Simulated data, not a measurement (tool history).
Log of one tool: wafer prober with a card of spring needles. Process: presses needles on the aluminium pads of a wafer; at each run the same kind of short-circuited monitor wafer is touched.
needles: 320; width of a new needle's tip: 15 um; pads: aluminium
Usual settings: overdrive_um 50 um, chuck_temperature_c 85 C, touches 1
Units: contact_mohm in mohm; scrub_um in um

Run 1, hour 0: usual settings. Result: contact_mohm 343 mohm, scrub_um 10.99 um.
At hour 6.8: tips cleaned on abrasive film.
Run 2, hour 15.7: usual settings. Result: contact_mohm 347 mohm, scrub_um 11.09 um.
At hour 19.6: tips cleaned on abrasive film.
Run 3, hour 31.7: usual settings but overdrive_um 58 um. Result: contact_mohm 344 mohm, scrub_um 12.93 um.
At hour 33.2: tips cleaned on abrasive film.
Run 4, hour 40: usual settings but overdrive_um 42 um. Result: contact_mohm 370 mohm, scrub_um 9.07 um.
At hour 45.9: tips cleaned on abrasive film.
Run 5, hour 50.6: usual settings. Result: contact_mohm 324 mohm, scrub_um 10.94 um.
Run 6, hour 57.9: usual settings. Result: contact_mohm 360 mohm, scrub_um 10.6 um.
At hour 58.8: tips cleaned on abrasive film.
At hour 72.4: tips cleaned on abrasive film.
Run 7, hour 72.4: usual settings. Result: contact_mohm 291 mohm, scrub_um 10.89 um.
At hour 85.7: tips cleaned on abrasive film.
Run 8, hour 86.8: usual settings. Result: contact_mohm 299 mohm, scrub_um 10.96 um.
Run 9, hour 94.5: usual settings but chuck_temperature_c 32 C. Result: contact_mohm 338 mohm, scrub_um 10.95 um.
At hour 98.7: tips cleaned on abrasive film.
Run 10, hour 106.7: usual settings but chuck_temperature_c 32 C, touches 2. Result: contact_mohm 310 mohm, scrub_um 10.85 um.
At hour 111.6: tips cleaned on abrasive film.
Run 11, hour 115.4: usual settings but chuck_temperature_c 32 C, touches 2. Result: contact_mohm 296 mohm, scrub_um 10.92 um.
At hour 125.2: tips cleaned on abrasive film.
Run 12, hour 129.6: usual settings but chuck_temperature_c 34 C, touches 2. Result: contact_mohm 299 mohm, scrub_um 10.8 um.
At hour 138.6: tips cleaned on abrasive film.
Run 13, hour 144.4: usual settings but chuck_temperature_c 55 C, touches 2. Result: contact_mohm 305 mohm, scrub_um 10.8 um.
At hour 152.6: tips cleaned on abrasive film.
Run 14, hour 158.9: usual settings but chuck_temperature_c 53 C. Result: contact_mohm 337 mohm, scrub_um 10.7 um.
At hour 166.5: tips cleaned on abrasive film.
Run 15, hour 170.7: usual settings but overdrive_um 44 um, chuck_temperature_c 32 C, touches 3. Result: contact_mohm 291 mohm, scrub_um 9.42 um.
Run 16, hour 179.1: usual settings but chuck_temperature_c 27 C, touches 3. Result: contact_mohm 307 mohm, scrub_um 10.51 um.
At hour 180.1: tips cleaned on abrasive film.
Run 17, hour 186.9: usual settings but overdrive_um 45 um, chuck_temperature_c 29 C, touches 2. Result: contact_mohm 316 mohm, scrub_um 9.47 um.
At hour 193.7: tips cleaned on abrasive film.
Run 18, hour 202.9: usual settings but chuck_temperature_c 48 C. Result: contact_mohm 349 mohm, scrub_um 10.74 um.
At hour 207.3: tips cleaned on abrasive film.
Run 19, hour 217.5: usual settings but chuck_temperature_c 48 C. Result: contact_mohm 354 mohm, scrub_um 10.61 um.

The next listed run, before its measurement:
At hour 220.2: tips cleaned on abrasive film.
Run 20, hour 228.9: usual settings but overdrive_um 67 um, chuck_temperature_c 90 C, touches 2. Result: contact_mohm ?, scrub_um ?.

Run 20 gave contact_mohm 307 mohm, scrub_um 14.51 um.
Without the tool's hidden state the same run would have given contact_mohm 280 mohm, scrub_um 15.59 um.
